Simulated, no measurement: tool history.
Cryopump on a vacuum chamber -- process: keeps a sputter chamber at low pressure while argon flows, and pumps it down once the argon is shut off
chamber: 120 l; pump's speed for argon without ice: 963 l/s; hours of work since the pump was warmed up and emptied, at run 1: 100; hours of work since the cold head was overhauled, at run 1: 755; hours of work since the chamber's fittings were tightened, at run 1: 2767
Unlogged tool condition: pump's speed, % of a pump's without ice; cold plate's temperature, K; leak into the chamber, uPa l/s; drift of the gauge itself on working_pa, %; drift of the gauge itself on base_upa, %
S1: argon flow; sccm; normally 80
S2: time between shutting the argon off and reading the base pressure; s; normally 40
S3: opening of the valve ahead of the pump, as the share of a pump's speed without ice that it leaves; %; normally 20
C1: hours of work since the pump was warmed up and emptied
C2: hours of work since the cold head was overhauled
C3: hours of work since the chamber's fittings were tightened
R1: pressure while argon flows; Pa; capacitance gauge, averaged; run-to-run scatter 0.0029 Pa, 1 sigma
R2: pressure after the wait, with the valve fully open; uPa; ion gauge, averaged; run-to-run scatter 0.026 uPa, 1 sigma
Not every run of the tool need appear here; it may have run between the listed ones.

Run 1, hour 0: usual settings; C1 100; C2 755; C3 2767. Result: R1 0.7107 Pa, R2 1.92 uPa.
Run 2, hour 71.9: usual settings; C1 162; C2 818; C3 2830. Result: R1 0.7237 Pa, R2 2.03 uPa.
Run 3, hour 140.5: usual settings; C1 222; C2 878; C3 2890. Result: R1 0.7267 Pa, R2 2.16 uPa.
Run 4, hour 197: usual settings but S3 28 %; C1 272; C2 928; C3 2939. Result: R1 0.529 Pa, R2 2.13 uPa.
At hour 245.1: pump warmed up, emptied and cooled again.
Run 5, hour 255.4: usual settings; C1 9; C2 974; C3 2986. Result: R1 0.7026 Pa, R2 1.95 uPa.
Run 6, hour 301.2: usual settings; C1 49; C2 1014; C3 3026. Result: R1 0.7096 Pa, R2 1.97 uPa.
Run 7, hour 380.1: usual settings; C1 118; C2 1083; C3 3095. Result: R1 0.7128 Pa, R2 2.07 uPa.
Run 8, hour 423.5: usual settings; C1 156; C2 1121; C3 3133. Result: R1 0.7172 Pa, R2 2.11 uPa.
Run 9, hour 514.1: usual settings; C1 235; C2 1200; C3 3212. Result: R1 0.7264 Pa, R2 2.21 uPa.
Run 10, hour 570.2: usual settings but S1 63 sccm; C1 284; C2 1249; C3 3261. Result: R1 0.5765 Pa, R2 2.26 uPa.
At hour 605.6: pump warmed up, emptied and cooled again.
Run 11, hour 639.4: usual settings but S1 63 sccm; C1 29; C2 1305; C3 3317. Result: R1 0.5571 Pa, R2 2.09 uPa.
Run 12, hour 720.5: usual settings but S1 63 sccm; C1 100; C2 1376; C3 3388. Result: R1 0.5619 Pa, R2 2.17 uPa.
Run 13, hour 817.1: usual settings but S1 63 sccm, S2 43 s; C1 185; C2 1461; C3 3473. Result: R1 0.568 Pa, R2 2.13 uPa.
Run 14, hour 863: usual settings but S2 25 s; C1 225; C2 1501; C3 3513. Result: R1 0.7253 Pa, R2 2.79 uPa.
Run 15, hour 904.8: usual settings but S2 25 s; C1 261; C2 1537; C3 3549. Result: R1 0.7272 Pa, R2 2.77 uPa.
At hour 964.4: pump warmed up, emptied and cooled again.
Run 16, hour 964.4: usual settings but S2 25 s; C1 0; C2 1585; C3 3597. Result: R1 0.7048 Pa, R2 2.57 uPa.
Run 17, hour 1035.7: usual settings but S2 25 s; C1 62; C2 1647; C3 3659. Result: R1 0.7121 Pa, R2 2.62 uPa.
Run 18, hour 1090.3: usual settings but S1 36 sccm, S2 25 s, S3 37 %; C1 110; C2 1695; C3 3707. Result: R1 0.1761 Pa, R2 2.66 uPa.
At hour 1121: leaking fittings of the chamber tightened, without venting.
Run 19, hour 1146.6: usual settings but S1 36 sccm, S2 25 s, S3 37 %; C1 157; C2 1743; C3 22. Result: R1 0.1778 Pa, R2 1.69 uPa.
Run 20, hour 1216.9: usual settings but S1 143 sccm; C1 219; C2 1804; C3 84. Result: R1 1.2993 Pa, R2 1.24 uPa.
Run 21, hour 1272.8: usual settings but S1 46 sccm, S2 80 s; C1 268; C2 1853; C3 133. Result: R1 0.4203 Pa, R2 0.88 uPa.
At hour 1324.1: pump warmed up, emptied and cooled again.
Run 22, hour 1333.7: usual settings but S1 70 sccm, S2 59 s, S3 17 %; C1 8; C2 1902; C3 182. Result: R1 0.7253 Pa, R2 0.92 uPa.
Run 23, hour 1395.8: usual settings but S1 70 sccm, S2 254 s, S3 16 %; C1 63; C2 1956; C3 236. Result: R1 0.771 Pa, R2 0.53 uPa.
Run 24, hour 1452.2: usual settings but S1 70 sccm, S2 254 s, S3 16 %; C1 112; C2 2005; C3 285. Result: R1 0.7765 Pa, R2 0.56 uPa.
Run 25, hour 1545.5: usual settings but S1 56 sccm, S2 244 s, S3 40 %; C1 194; C2 2087; C3 367. Result: R1 0.2625 Pa, R2 0.61 uPa.
Run 26, hour 1596.1: usual settings but S1 56 sccm, S2 151 s, S3 27 %; C1 238; C2 2131; C3 411. Result: R1 0.3851 Pa, R2 0.73 uPa.
Run 27, hour 1672.3: usual settings but S1 65 sccm, S2 92 s, S3 27 %; C1 304; C2 2198; C3 477. Result: R1 0.4444 Pa, R2 0.88 uPa.
At hour 1684.6: pump warmed up, emptied and cooled again.
Run 28, hour 1745.8: usual settings but S1 84 sccm, S2 299 s, S3 59 %; C1 53; C2 2258; C3 537. Result: R1 0.259 Pa, R2 0.56 uPa.
Run 29, hour 1790.9: usual settings but S1 84 sccm, S2 299 s, S3 59 %; C1 93; C2 2297; C3 577. Result: R1 0.2638 Pa, R2 0.58 uPa.
Run 30, hour 1869.6: usual settings but S1 84 sccm, S2 299 s, S3 59 %; C1 162; C2 2366; C3 645. Result: R1 0.2697 Pa, R2 0.66 uPa.
Run 31, hour 1910.5: usual settings but S1 44 sccm, S2 52 s, S3 29 %; C1 197; C2 2401; C3 681. Result: R1 0.2804 Pa, R2 1.25 uPa.
Run 32, hour 1971.2: usual settings but S1 44 sccm, S2 52 s, S3 29 %; C1 250; C2 2455; C3 734. Result: R1 0.2827 Pa, R2 1.27 uPa.
At hour 2042.8: pump warmed up, emptied and cooled again.
Run 33, hour 2049.3: usual settings but S2 33 s, S3 23 %; C1 6; C2 2518; C3 798. Result: R1 0.6144 Pa, R2 1.56 uPa.
Run 34, hour 2148.4: usual settings but S2 101 s, S3 37 %; C1 92; C2 2605; C3 885. Result: R1 0.3924 Pa, R2 0.87 uPa.

Had the tool no unlogged condition, and each run kept its random variation, what would the results have been?
run      R1    R2
  1  0.6988   1.1
  2  0.7052  1.15
  3   0.702  1.19
  4  0.4989  1.11
  5  0.6999  1.15
  6  0.7033  1.12
  7  0.6997  1.14
  8     0.7  1.14
  9  0.7009  1.16
 10  0.5516  1.14
 11  0.5529  1.17
 12  0.5523  1.17
 13  0.5512  1.05
 14  0.6994  1.64
 15  0.6966  1.59
 16  0.7018  1.61
 17  0.7034  1.59
 18  0.1701   1.6
 19  0.1695  1.63
 20  1.2539  1.15
 21  0.4029  0.76
 22  0.7217  0.86
 23  0.7633  0.44
 24  0.7643  0.44
 25  0.2472  0.45
 26  0.3668  0.55
 27  0.4174  0.66
 28  0.2494   0.4
 29  0.2503  0.41
 30  0.2494  0.44
 31  0.2675     1
 32  0.2665  0.99
 33  0.6093  1.34
 34  0.3792  0.61
